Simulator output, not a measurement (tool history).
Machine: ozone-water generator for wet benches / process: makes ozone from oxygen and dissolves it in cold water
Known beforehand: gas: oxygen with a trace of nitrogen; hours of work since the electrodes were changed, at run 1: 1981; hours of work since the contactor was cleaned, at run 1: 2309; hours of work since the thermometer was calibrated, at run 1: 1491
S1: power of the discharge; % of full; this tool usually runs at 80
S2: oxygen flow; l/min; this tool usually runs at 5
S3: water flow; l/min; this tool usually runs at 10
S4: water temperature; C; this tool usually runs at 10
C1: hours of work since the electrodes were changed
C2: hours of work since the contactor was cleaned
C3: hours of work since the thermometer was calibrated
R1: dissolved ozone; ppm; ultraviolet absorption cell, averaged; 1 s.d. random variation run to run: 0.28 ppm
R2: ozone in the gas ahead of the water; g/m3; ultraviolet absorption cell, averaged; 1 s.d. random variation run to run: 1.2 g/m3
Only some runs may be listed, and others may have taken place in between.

run 1 day=0 | S1=80 S2=5 S3=10 S4=10 | C1=1981 C2=2309 C3=1491 | R1=42.7 R2=227.5
run 2 day=3.1 | S1=80 S2=5 S3=10 S4=10 | C1=2036 C2=2364 C3=1546 | R1=43.3 R2=224.2
-- day=5.296 contactor cleaned
run 3 day=9.75 | S1=55 S2=5 S3=10 S4=10 | C1=2152 C2=79 C3=1661 | R1=32.7 R2=174.7
run 4 day=15.071 | S1=55 S2=5 S3=10 S4=10 | C1=2246 C2=174 C3=1756 | R1=32.9 R2=172.8
run 5 day=21.767 | S1=55 S2=5 S3=10 S4=10 | C1=2365 C2=293 C3=1875 | R1=33 R2=172.8
run 6 day=25.183 | S1=55 S2=5 S3=10 S4=10 | C1=2426 C2=353 C3=1935 | R1=32.9 R2=172.3
run 7 day=30.479 | S1=80 S2=5 S3=10 S4=16 | C1=2520 C2=447 C3=2029 | R1=38.5 R2=224.4
run 8 day=34.538 | S1=80 S2=5 S3=10 S4=10 | C1=2592 C2=520 C3=2101 | R1=43.1 R2=224.9
run 9 day=37.675 | S1=80 S2=5 S3=10 S4=7 | C1=2648 C2=575 C3=2157 | R1=45.6 R2=224.7
run 10 day=43.812 | S1=80 S2=5 S3=10 S4=10 | C1=2757 C2=684 C3=2266 | R1=43 R2=224.9
run 11 day=50.1 | S1=80 S2=5 S3=10 S4=10 | C1=2869 C2=796 C3=2378 | R1=43 R2=226.6
run 12 day=55.233 | S1=80 S2=5 S3=10 S4=10 | C1=2960 C2=887 C3=2469 | R1=42.6 R2=222
run 13 day=58.521 | S1=80 S2=5 S3=10 S4=10 | C1=3018 C2=946 C3=2528 | R1=43 R2=221
run 14 day=62.896 | S1=80 S2=5 S3=7 S4=10 | C1=3096 C2=1023 C3=2605 | R1=52.9 R2=222.5
-- day=64.812 gauge calibrated
run 15 day=68.358 | S1=80 S2=3.08 S3=7 S4=10 | C1=3193 C2=1121 C3=2702 | R1=52.6 R2=274.2
run 16 day=71.725 | S1=80 S2=3.5 S3=10 S4=10 | C1=3253 C2=1180 C3=2762 | R1=40.9 R2=259.4
run 17 day=75.296 | S1=80 S2=3.62 S3=10 S4=5 | C1=3316 C2=1244 C3=2826 | R1=44.5 R2=259.1
run 18 day=79.921 | S1=80 S2=3.62 S3=10 S4=5 | C1=3398 C2=1326 C3=2908 | R1=44.6 R2=253.4
run 19 day=84.417 | S1=80 S2=3.3 S3=10 S4=10 | C1=3478 C2=1406 C3=2988 | R1=41.1 R2=262.9
run 20 day=89.096 | S1=80 S2=3.3 S3=10 S4=10 | C1=3561 C2=1489 C3=3071 | R1=40.7 R2=261.4
run 21 day=93.729 | S1=82 S2=6.42 S3=8 S4=7 | C1=3644 C2=1571 C3=3153 | R1=53.3 R2=208.7
run 22 day=97.975 | S1=80 S2=3.04 S3=7 S4=10 | C1=3719 C2=1647 C3=3229 | R1=52.2 R2=273.2
run 23 day=103.958 | S1=80 S2=4.42 S3=10 S4=10 | C1=3826 C2=1753 C3=3335 | R1=42.6 R2=235.1
run 24 day=110.808 | S1=80 S2=3.92 S3=10 S4=10 | C1=3947 C2=1875 C3=3457 | R1=41.1 R2=244
run 25 day=115.596 | S1=80 S2=5.49 S3=9 S4=9 | C1=4032 C2=1960 C3=3542 | R1=46.7 R2=211.5
run 26 day=118.612 | S1=82 S2=5.49 S3=9 S4=11 | C1=4086 C2=2013 C3=3595 | R1=46.3 R2=218.6
run 27 day=123.146 | S1=82 S2=5.49 S3=9 S4=11 | C1=4167 C2=2094 C3=3676 | R1=45.7 R2=217.5
run 28 day=127.296 | S1=73 S2=2.68 S3=14 S4=8 | C1=4240 C2=2168 C3=3750 | R1=27.6 R2=262.4
run 29 day=130.812 | S1=61 S2=5 S3=10 S4=10 | C1=4303 C2=2230 C3=3812 | R1=35.4 R2=181.3
run 30 day=135.921 | S1=100 S2=5 S3=10 S4=10 | C1=4393 C2=2321 C3=3903 | R1=49.9 R2=256.1
-- day=138.712 gauge calibrated
-- day=140.354 contactor cleaned
run 31 day=141.333 | S1=100 S2=5 S3=10 S4=10 | C1=4487 C2=17 C3=3996 | R1=50 R2=267.3
run 32 day=147.746 | S1=100 S2=5 S3=10 S4=10 | C1=4601 C2=131 C3=4110 | R1=50 R2=265.8

Selected run-to-run steps in R2, each split into two signed amounts: the part the tool would show with no hidden state at all (from settings, incoming material and random variation), and the remainder, which goes to the hidden state together with any gauge scatter not common to the measured and the hidden-state-free results:
Hidden state at play: yield of the discharge, % of new electrodes'; contactor's efficiency, % of a clean one's; true water temperature over the reading, C; drift of the gauge itself on ozone_ppm, %; drift of the gauge itself on gas_g_m3, %.
Run 14 -> 15: S2 5 -> 3.08, gauge calibrated. R2 +51.7 g/m3: hidden state +5.6, all else +46.1.
Run 21 -> 22: S1 82 -> 80, S2 6.42 -> 3.04, S3 8 -> 7, S4 7 -> 10. R2 +64.5 g/m3: hidden state -1.5, all else +66.
Run 28 -> 29: S1 73 -> 61, S2 2.68 -> 5, S3 14 -> 10, S4 8 -> 10. R2 -81.1 g/m3: hidden state +2.3, all else -83.4.
Run 29 -> 30: S1 61 -> 100. R2 +74.8 g/m3: hidden state -3.4, all else +78.2.
Run 30 -> 31: gauge calibrated, contactor cleaned. R2 +11.2 g/m3: hidden state +7.8, all else +3.4.

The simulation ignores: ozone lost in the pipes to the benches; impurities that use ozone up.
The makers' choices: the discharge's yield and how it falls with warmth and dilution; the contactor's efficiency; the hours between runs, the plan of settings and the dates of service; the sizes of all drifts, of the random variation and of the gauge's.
